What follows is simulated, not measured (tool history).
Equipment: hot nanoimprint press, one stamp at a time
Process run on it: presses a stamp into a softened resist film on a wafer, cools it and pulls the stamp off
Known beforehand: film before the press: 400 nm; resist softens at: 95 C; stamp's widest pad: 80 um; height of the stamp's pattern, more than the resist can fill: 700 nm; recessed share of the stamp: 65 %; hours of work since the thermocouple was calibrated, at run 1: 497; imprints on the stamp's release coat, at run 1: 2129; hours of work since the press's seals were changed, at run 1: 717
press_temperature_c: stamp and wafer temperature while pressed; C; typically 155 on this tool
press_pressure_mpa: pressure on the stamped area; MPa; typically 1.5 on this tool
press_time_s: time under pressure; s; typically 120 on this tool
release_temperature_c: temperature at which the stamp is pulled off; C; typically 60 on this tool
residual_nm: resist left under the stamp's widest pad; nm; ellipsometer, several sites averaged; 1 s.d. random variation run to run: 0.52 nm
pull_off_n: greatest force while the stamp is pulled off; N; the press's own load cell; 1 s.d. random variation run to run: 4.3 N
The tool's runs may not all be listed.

| run | hour | press_temperature_c | press_pressure_mpa | press_time_s | release_temperature_c | hours of work since the thermocouple was calibrated | imprints on the stamp's release coat | hours of work since the press's seals were changed | residual_nm | pull_off_n |
|---|---|---|---|---|---|---|---|---|---|---|
| 1 | 0 | 155 | 1.5 | 120 | 60 | 497 | 2129 | 717 | 145.2 | 268 |
| 2 | 16.2 | 155 | 1.5 | 120 | 60 | 510 | 2169 | 730 | 143.9 | 271 |
|  | 24.1 | stamp cleaned and given a new release coat |
| 3 | 32.3 | 155 | 1.5 | 120 | 60 | 518 | 20 | 738 | 144.4 | 202 |
| 4 | 41.6 | 155 | 1.5 | 120 | 60 | 525 | 43 | 745 | 144.3 | 201 |
|  | 52.5 | plate thermocouple calibrated |
| 5 | 55.8 | 154 | 1.5 | 120 | 60 | 3 | 70 | 754 | 159.9 | 211 |
| 6 | 71.1 | 154 | 1.5 | 120 | 60 | 15 | 108 | 766 | 158.2 | 215 |
| 7 | 82 | 154 | 1.5 | 120 | 60 | 23 | 135 | 775 | 158.4 | 212 |
| 8 | 104.7 | 155 | 1.5 | 120 | 60 | 41 | 191 | 793 | 152 | 217 |
| 9 | 121.5 | 155 | 2.13 | 120 | 60 | 55 | 232 | 806 | 127.3 | 223 |
| 10 | 137.5 | 155 | 2.13 | 120 | 60 | 67 | 272 | 819 | 127.3 | 218 |
| 11 | 148.6 | 155 | 2.13 | 120 | 60 | 76 | 299 | 828 | 128.1 | 212 |
| 12 | 169.6 | 155 | 1.52 | 120 | 60 | 93 | 351 | 845 | 150.2 | 226 |
| 13 | 181.5 | 163 | 1.5 | 120 | 60 | 102 | 380 | 854 | 109.6 | 219 |
| 14 | 204 | 164 | 1.5 | 120 | 60 | 120 | 436 | 872 | 105.4 | 225 |
| 15 | 217.9 | 155 | 1.52 | 120 | 60 | 131 | 470 | 883 | 150 | 227 |
| 16 | 240.5 | 155 | 1.5 | 109 | 47 | 149 | 525 | 901 | 157.1 | 293 |
| 17 | 250 | 155 | 1.5 | 109 | 47 | 157 | 549 | 908 | 155.9 | 281 |
| 18 | 264.1 | 155 | 1.5 | 109 | 47 | 168 | 584 | 920 | 155.8 | 293 |
| 19 | 276.2 | 150 | 1.27 | 191 | 51 | 178 | 613 | 929 | 171.5 | 272 |
| 20 | 296.3 | 155 | 2.02 | 120 | 66 | 194 | 663 | 945 | 130.6 | 197 |
| 21 | 314.1 | 155 | 1.18 | 120 | 66 | 208 | 707 | 959 | 168.6 | 196 |
| 22 | 334.1 | 164 | 1.88 | 77 | 53 | 223 | 756 | 975 | 112 | 274 |
| 23 | 351.4 | 164 | 1.88 | 158 | 53 | 237 | 799 | 989 | 83.4 | 249 |
| 24 | 373 | 152 | 1.84 | 75 | 60 | 254 | 852 | 1006 | 183.4 | 227 |
| 25 | 387 | 146 | 1.49 | 222 | 56 | 266 | 886 | 1017 | 178.1 | 256 |
| 26 | 403.1 | 146 | 1.49 | 193 | 59 | 278 | 926 | 1030 | 187.1 | 250 |
| 27 | 417.5 | 146 | 1.49 | 193 | 59 | 290 | 961 | 1041 | 185.9 | 246 |
| 28 | 437.4 | 145 | 2.12 | 193 | 57 | 306 | 1010 | 1057 | 167.4 | 256 |
| 29 | 450.2 | 145 | 2.12 | 193 | 62 | 316 | 1042 | 1067 | 167.2 | 234 |
| 30 | 470.4 | 155 | 1.16 | 67 | 47 | 332 | 1092 | 1083 | 207.8 | 309 |

Table of differences, measured result less the result of that run with no hidden state. Run-to-run variation is the same in both. Gauge scatter possibly is not:
Unlogged tool condition in this case: true temperature over the reading, C; pressure that arrives at the usual setting, %; grip of the stamp's worn release coat, % over a new coat's; drift of the gauge itself on residual_nm, %; drift of the gauge itself on pull_off_n, %.
| run | residual_nm | pull_off_n |
|---|---|---|
| 1 | -2 | +63 |
| 2 | -2.1 | +64 |
| 3 | -2.1 | -5 |
| 4 | -2.2 | -4 |
| 5 | +5.7 | +3 |
| 6 | +5.5 | +4 |
| 7 | +5.5 | +4 |
| 8 | +5.1 | +6 |
| 9 | +6.4 | +7 |
| 10 | +6.3 | +9 |
| 11 | +6.3 | +9 |
| 12 | +4.6 | +11 |
| 13 | +3.6 | +11 |
| 14 | +3.4 | +13 |
| 15 | +4.3 | +14 |
| 16 | +4.2 | +21 |
| 17 | +4.1 | +21 |
| 18 | +4.1 | +23 |
| 19 | +2.8 | +22 |
| 20 | +5.4 | +17 |
| 21 | +2.3 | +18 |
| 22 | +4.4 | +27 |
| 23 | +3.3 | +26 |
| 24 | +5.2 | +24 |
| 25 | +2.5 | +28 |
| 26 | +2.4 | +28 |
| 27 | +2.2 | +29 |
| 28 | +5.3 | +32 |
| 29 | +5.2 | +29 |
| 30 | +0.9 | +42 |

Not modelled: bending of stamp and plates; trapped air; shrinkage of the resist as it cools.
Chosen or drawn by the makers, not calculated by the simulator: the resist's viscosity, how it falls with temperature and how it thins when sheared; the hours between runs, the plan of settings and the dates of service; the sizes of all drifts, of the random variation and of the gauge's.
